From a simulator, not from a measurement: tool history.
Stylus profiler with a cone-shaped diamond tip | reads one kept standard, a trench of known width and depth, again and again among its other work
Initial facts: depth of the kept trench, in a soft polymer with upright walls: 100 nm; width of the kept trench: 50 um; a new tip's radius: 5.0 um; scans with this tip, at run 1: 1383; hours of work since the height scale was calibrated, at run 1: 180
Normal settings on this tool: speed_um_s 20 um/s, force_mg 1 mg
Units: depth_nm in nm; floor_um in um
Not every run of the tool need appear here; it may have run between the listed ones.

| run | hour | speed_um_s | force_mg | scans with this tip | hours of work since the height scale was calibrated | depth_nm | floor_um |
|---|---|---|---|---|---|---|---|
| 1 | 0 | 20 | 1 | 1383 | 180 | 100.32 | 47.78 |
| 2 | 25.5 | 20 | 1 | 1494 | 195 | 100.42 | 47.83 |
| 3 | 64.1 | 12 | 1 | 1663 | 217 | 100.48 | 47.78 |
| 4 | 92.5 | 34 | 1 | 1788 | 233 | 100.18 | 47.67 |
| 5 | 111.3 | 34 | 1 | 1870 | 244 | 100.3 | 47.67 |
| 6 | 143.9 | 20 | 1 | 2012 | 262 | 100.27 | 47.72 |
| 7 | 167.4 | 20 | 1 | 2115 | 276 | 100.29 | 47.79 |
| 8 | 193.4 | 20 | 1 | 2228 | 291 | 100.49 | 47.68 |
| 9 | 220.2 | 20 | 1 | 2346 | 306 | 100.41 | 47.72 |
| 10 | 239.6 | 20 | 1 | 2431 | 317 | 100.33 | 47.7 |
| 11 | 259.3 | 20 | 1 | 2517 | 328 | 100.39 | 47.72 |
| 12 | 293 | 5 | 1 | 2664 | 347 | 100.52 | 47.82 |
| 13 | 330 | 56 | 1 | 2826 | 368 | 100.37 | 47.47 |
| 14 | 352.2 | 56 | 1 | 2923 | 381 | 100.43 | 47.42 |
| 15 | 376.8 | 7 | 1 | 3030 | 395 | 100.5 | 47.79 |
| 16 | 407.3 | 7 | 1 | 3163 | 412 | 100.46 | 47.78 |
| 17 | 445.8 | 20 | 1 | 3332 | 434 | 100.47 | 47.66 |
| 18 | 479.3 | 63 | 1 | 3478 | 453 | 100.29 | 47.34 |
| 19 | 505.1 | 63 | 1 | 3591 | 468 | 100.37 | 47.39 |
| 20 | 542.1 | 19 | 1 | 3753 | 489 | 100.35 | 47.66 |
| 21 | 563.1 | 19 | 1 | 3845 | 501 | 100.44 | 47.66 |
| 22 | 596.6 | 19 | 1 | 3991 | 520 | 100.42 | 47.65 |
| 23 | 615 | 19 | 1 | 4071 | 531 | 100.44 | 47.67 |
| 24 | 635.9 | 18 | 0.39 | 4163 | 543 | 100.18 | 47.55 |
| 25 | 666.2 | 36 | 1.29 | 4295 | 560 | 100.62 | 47.59 |
| 26 | 697.3 | 36 | 1.29 | 4431 | 578 | 100.53 | 47.48 |
| 27 | 720.5 | 26 | 1.29 | 4533 | 591 | 100.55 | 47.6 |
| 28 | 737.9 | 20 | 0.55 | 4609 | 601 | 100.48 | 47.55 |
| 29 | 774.4 | 20 | 2.26 | 4768 | 622 | 100.73 | 47.66 |
| 30 | 800.4 | 20 | 2.26 | 4882 | 637 | 100.71 | 47.62 |
| 31 | 820.8 | 71 | 2.26 | 4971 | 648 | 100.62 | 47.37 |
| 32 | 849.8 | 77 | 0.39 | 5098 | 665 | 100.35 | 46.8 |
| 33 | 886.6 | 77 | 0.39 | 5259 | 686 | 100.38 | 46.86 |
| 34 | 924.5 | 6 | 1.11 | 5425 | 707 | 100.76 | 47.71 |
| 35 | 960.7 | 34 | 1 | 5583 | 728 | 100.62 | 47.45 |
| 36 | 991.8 | 9 | 2.38 | 5719 | 746 | 100.84 | 47.67 |
| 37 | 1023.6 | 8 | 1.52 | 5858 | 764 | 100.6 | 47.66 |
| 38 | 1058.3 | 67 | 2.72 | 6010 | 784 | 100.76 | 47.4 |
| 39 | 1077.1 | 75 | 0.48 | 6091 | 794 | 100.53 | 46.82 |
| 40 | 1114.2 | 13 | 0.73 | 6254 | 815 | 100.39 | 47.54 |
| 41 | 1135.3 | 40 | 0.97 | 6346 | 827 | 100.64 | 47.38 |
| 42 | 1158.9 | 20 | 1.6 | 6449 | 841 | 100.71 | 47.55 |
| 43 | 1192.5 | 20 | 0.61 | 6596 | 860 | 100.43 | 47.49 |
| 44 | 1217.9 | 20 | 3 | 6707 | 874 | 100.85 | 47.58 |
| 45 | 1236.7 | 23 | 2.16 | 6789 | 885 | 100.81 | 47.59 |
| 46 | 1253.8 | 5 | 0.68 | 6864 | 895 | 100.46 | 47.6 |

Forecast each of these 4 alternatives for the next run:
| A | 1284.4 | 40 | 2.46 | 6998 | 912 | ? | ? |
| B | 1284.4 | 13 | 1.32 | 6998 | 912 | ? | ? |
| C | 1284.4 | 37 | 1.84 | 6998 | 912 | ? | ? |
| D | 1284.4 | 6 | 0.68 | 6998 | 912 | ? | ? |

| run | depth_nm | floor_um |
|---|---|---|
| A | 100.9 | 47.46 |
| B | 100.72 | 47.53 |
| C | 100.72 | 47.47 |
| D | 100.52 | 47.58 |
Take away the tool's hidden state, keep each run's random variation, and the runs would have read:
| run | depth_nm | floor_um |
|---|---|---|
| A | 100.66 | 47.82 |
| B | 100.48 | 47.89 |
| C | 100.48 | 47.83 |
| D | 100.29 | 47.93 |
